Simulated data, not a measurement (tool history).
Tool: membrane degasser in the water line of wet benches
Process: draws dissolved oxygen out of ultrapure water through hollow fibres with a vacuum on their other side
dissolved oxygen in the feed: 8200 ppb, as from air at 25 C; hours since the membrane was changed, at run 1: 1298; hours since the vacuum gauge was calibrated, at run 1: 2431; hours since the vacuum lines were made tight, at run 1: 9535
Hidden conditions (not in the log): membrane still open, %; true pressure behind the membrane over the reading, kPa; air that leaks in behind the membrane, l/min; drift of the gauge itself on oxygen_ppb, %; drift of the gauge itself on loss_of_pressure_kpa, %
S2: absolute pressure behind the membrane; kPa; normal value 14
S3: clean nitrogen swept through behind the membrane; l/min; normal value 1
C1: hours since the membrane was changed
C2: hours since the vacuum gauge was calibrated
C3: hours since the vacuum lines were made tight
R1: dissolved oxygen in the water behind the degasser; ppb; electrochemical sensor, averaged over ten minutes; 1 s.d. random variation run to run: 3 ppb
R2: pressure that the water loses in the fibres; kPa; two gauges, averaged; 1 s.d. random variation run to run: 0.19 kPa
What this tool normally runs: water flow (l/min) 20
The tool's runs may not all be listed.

run 1 hour=0 | water_flow_(l/min)=20 S2=14 S3=1 | C1=1298 C2=2431 C3=9535 | R1=536.4 R2=36.79
run 2 hour=66.8 | water_flow_(l/min)=20 S2=14 S3=1 | C1=1364 C2=2497 C3=9602 | R1=535.8 R2=36.64
run 3 hour=141.5 | water_flow_(l/min)=20 S2=14 S3=1.98 | C1=1439 C2=2572 C3=9676 | R1=332.1 R2=36.88
run 4 hour=223.4 | water_flow_(l/min)=20 S2=14 S3=1.98 | C1=1521 C2=2654 C3=9758 | R1=330.9 R2=36.22
run 5 hour=264.9 | water_flow_(l/min)=20 S2=14 S3=1.98 | C1=1563 C2=2696 C3=9800 | R1=332.8 R2=36.67
run 6 hour=340 | water_flow_(l/min)=20 S2=14 S3=1.98 | C1=1638 C2=2771 C3=9875 | R1=331.1 R2=36.91
run 7 hour=377.5 | water_flow_(l/min)=20 S2=14 S3=1 | C1=1675 C2=2808 C3=9912 | R1=539.7 R2=36.26
run 8 hour=432.1 | water_flow_(l/min)=20 S2=14 S3=1 | C1=1730 C2=2863 C3=9967 | R1=541.1 R2=36.74
run 9 hour=494.4 | water_flow_(l/min)=21 S2=14 S3=1 | C1=1792 C2=2925 C3=10029 | R1=561.3 R2=38.49
-- hour=498.3 vacuum gauge calibrated
run 10 hour=534.1 | water_flow_(l/min)=14 S2=14 S3=1 | C1=1831 C2=36 C3=10068 | R1=388.3 R2=25.59
run 11 hour=591.6 | water_flow_(l/min)=20 S2=14 S3=2.62 | C1=1889 C2=93 C3=10126 | R1=276.4 R2=36.8
run 12 hour=661.8 | water_flow_(l/min)=20 S2=14 S3=0.74 | C1=1959 C2=164 C3=10196 | R1=671.3 R2=36.77
run 13 hour=741.9 | water_flow_(l/min)=20 S2=14 S3=0.74 | C1=2039 C2=244 C3=10276 | R1=667.6 R2=36.48
-- hour=761.7 vacuum gauge calibrated, once more
run 14 hour=799.6 | water_flow_(l/min)=20 S2=14 S3=0.74 | C1=2096 C2=38 C3=10334 | R1=657.7 R2=36.86
run 15 hour=873.4 | water_flow_(l/min)=20 S2=14 S3=0.74 | C1=2170 C2=112 C3=10407 | R1=666 R2=37
run 16 hour=919.3 | water_flow_(l/min)=20 S2=14 S3=0.74 | C1=2216 C2=158 C3=10453 | R1=661.6 R2=36.52
run 17 hour=996.7 | water_flow_(l/min)=20 S2=30 S3=0.54 | C1=2293 C2=235 C3=10531 | R1=1742.7 R2=36.83
run 18 hour=1036.4 | water_flow_(l/min)=20 S2=30 S3=0.54 | C1=2333 C2=275 C3=10570 | R1=1744.7 R2=36.59
run 19 hour=1087 | water_flow_(l/min)=20 S2=30 S3=0.54 | C1=2384 C2=325 C3=10621 | R1=1750.9 R2=36.45
run 20 hour=1158 | water_flow_(l/min)=20 S2=13.4 S3=2.44 | C1=2455 C2=396 C3=10692 | R1=277.1 R2=36.66
run 21 hour=1234.6 | water_flow_(l/min)=20 S2=23.2 S3=1 | C1=2531 C2=473 C3=10768 | R1=901.3 R2=36.99
run 22 hour=1275.7 | water_flow_(l/min)=20 S2=23.2 S3=1 | C1=2572 C2=514 C3=10810 | R1=892.6 R2=36.86
run 23 hour=1353.1 | water_flow_(l/min)=20 S2=23.2 S3=1 | C1=2650 C2=591 C3=10887 | R1=893.9 R2=37.15
run 24 hour=1407.7 | water_flow_(l/min)=13 S2=14 S3=1.27 | C1=2704 C2=646 C3=10942 | R1=300.5 R2=23.94
run 25 hour=1445.6 | water_flow_(l/min)=13 S2=12.4 S3=0.45 | C1=2742 C2=684 C3=10979 | R1=579.9 R2=24.22
run 26 hour=1529.2 | water_flow_(l/min)=13 S2=12.4 S3=0.45 | C1=2826 C2=768 C3=11063 | R1=576.1 R2=24.11
run 27 hour=1591 | water_flow_(l/min)=15 S2=14 S3=1.91 | C1=2888 C2=829 C3=11125 | R1=253.4 R2=27.55
run 28 hour=1634.3 | water_flow_(l/min)=17 S2=9.8 S3=1 | C1=2931 C2=873 C3=11168 | R1=310 R2=31.34
run 29 hour=1706.4 | water_flow_(l/min)=16 S2=27.9 S3=0.66 | C1=3003 C2=945 C3=11240 | R1=1219.3 R2=29.61
run 30 hour=1783.9 | water_flow_(l/min)=16 S2=27.9 S3=0.66 | C1=3080 C2=1022 C3=11318 | R1=1214.1 R2=29.43
run 31 hour=1840.9 | water_flow_(l/min)=15 S2=31.2 S3=0.54 | C1=3137 C2=1079 C3=11375 | R1=1483.3 R2=27.85

Selected run-to-run steps in R1, each split into two signed amounts: the part the tool would show with no hidden state at all (from settings, incoming material and random variation), and the remainder, which goes to the hidden state together with any gauge scatter not common to the measured and the hidden-state-free results:
Run 16 -> 17: S2 14 -> 30, S3 0.74 -> 0.54. R1 +1081.1 ppb: hidden state +8.1, all else +1073.
Run 19 -> 20: S2 30 -> 13.4, S3 0.54 -> 2.44. R1 -1473.8 ppb: hidden state -8.7, all else -1465.1.
Run 20 -> 21: S2 13.4 -> 23.2, S3 2.44 -> 1. R1 +624.2 ppb: hidden state +9.8, all else +614.4.
Run 28 -> 29: water flow (l/min) 17 -> 16, S2 9.8 -> 27.9, S3 1 -> 0.66. R1 +909.3 ppb: hidden state +18.5, all else +890.8.
